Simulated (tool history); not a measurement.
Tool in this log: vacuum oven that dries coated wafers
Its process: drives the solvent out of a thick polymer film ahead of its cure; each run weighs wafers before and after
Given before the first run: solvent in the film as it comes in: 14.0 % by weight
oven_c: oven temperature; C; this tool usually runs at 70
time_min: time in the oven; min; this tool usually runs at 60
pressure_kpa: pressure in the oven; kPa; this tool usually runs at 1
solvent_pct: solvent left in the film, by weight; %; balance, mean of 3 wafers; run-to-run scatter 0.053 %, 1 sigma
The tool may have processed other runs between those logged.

{"run": 1, "hour": 0.0, "oven_c": 70, "time_min": 60, "pressure_kpa": 1, "solvent_pct": 1.78}
{"run": 2, "hour": 53.5, "oven_c": 70, "time_min": 60, "pressure_kpa": 1, "solvent_pct": 1.72}
{"run": 3, "hour": 80.4, "oven_c": 70, "time_min": 60, "pressure_kpa": 1, "solvent_pct": 1.72}
{"run": 4, "hour": 130.9, "oven_c": 70, "time_min": 60, "pressure_kpa": 1, "solvent_pct": 1.76}
{"run": 5, "hour": 172.3, "oven_c": 70, "time_min": 60, "pressure_kpa": 1, "solvent_pct": 1.78}
{"run": 6, "hour": 212.8, "oven_c": 70, "time_min": 30, "pressure_kpa": 1, "solvent_pct": 3.94}
{"run": 7, "hour": 260.8, "oven_c": 70, "time_min": 60, "pressure_kpa": 1, "solvent_pct": 1.64}
{"run": 8, "hour": 315.3, "oven_c": 70, "time_min": 60, "pressure_kpa": 1, "solvent_pct": 1.71}
{"run": 9, "hour": 370.2, "oven_c": 79, "time_min": 60, "pressure_kpa": 1, "solvent_pct": 0.74}
{"run": 10, "hour": 405.9, "oven_c": 79, "time_min": 60, "pressure_kpa": 1, "solvent_pct": 0.79}
{"run": 11, "hour": 460.5, "oven_c": 79, "time_min": 69, "pressure_kpa": 1, "solvent_pct": 0.59}
{"run": 12, "hour": 497.4, "oven_c": 62, "time_min": 46, "pressure_kpa": 0.87, "solvent_pct": 4.62}
{"run": 13, "hour": 553.5, "oven_c": 62, "time_min": 75, "pressure_kpa": 1.38, "solvent_pct": 3.15}
{"hour": 558.4, "done": "oven's thermocouples calibrated"}
{"run": 14, "hour": 594.9, "oven_c": 62, "time_min": 75, "pressure_kpa": 1.38, "solvent_pct": 2.92}
{"run": 15, "hour": 640.5, "oven_c": 62, "time_min": 75, "pressure_kpa": 1.38, "solvent_pct": 2.96}
{"run": 16, "hour": 692.1, "oven_c": 71, "time_min": 31, "pressure_kpa": 0.85, "solvent_pct": 3.17}
{"run": 17, "hour": 733.0, "oven_c": 71, "time_min": 31, "pressure_kpa": 0.85, "solvent_pct": 3.22}
{"run": 18, "hour": 780.8, "oven_c": 77, "time_min": 55, "pressure_kpa": 0.51, "solvent_pct": 0.63}
{"hour": 801.5, "done": "oven's thermocouples calibrated, once more"}
{"run": 19, "hour": 824.4, "oven_c": 84, "time_min": 40, "pressure_kpa": 0.57, "solvent_pct": 0.63}

Alternative continuations, all from the tool just after run 19; predict every row:
{"run": "A", "hour": 871.9, "oven_c": 84, "time_min": 55, "pressure_kpa": 0.94, "solvent_pct": "?"}
{"run": "B", "hour": 871.9, "oven_c": 84, "time_min": 40, "pressure_kpa": 0.9, "solvent_pct": "?"}
{"run": "C", "hour": 871.9, "oven_c": 70, "time_min": 41, "pressure_kpa": 1, "solvent_pct": "?"}

run=A solvent_pct=0.56
run=B solvent_pct=0.7
run=C solvent_pct=3.06
With the hidden condition removed and each run's random variation left untouched, the same runs would have given:
run=A solvent_pct=0.45
run=B solvent_pct=0.6
run=C solvent_pct=2.96
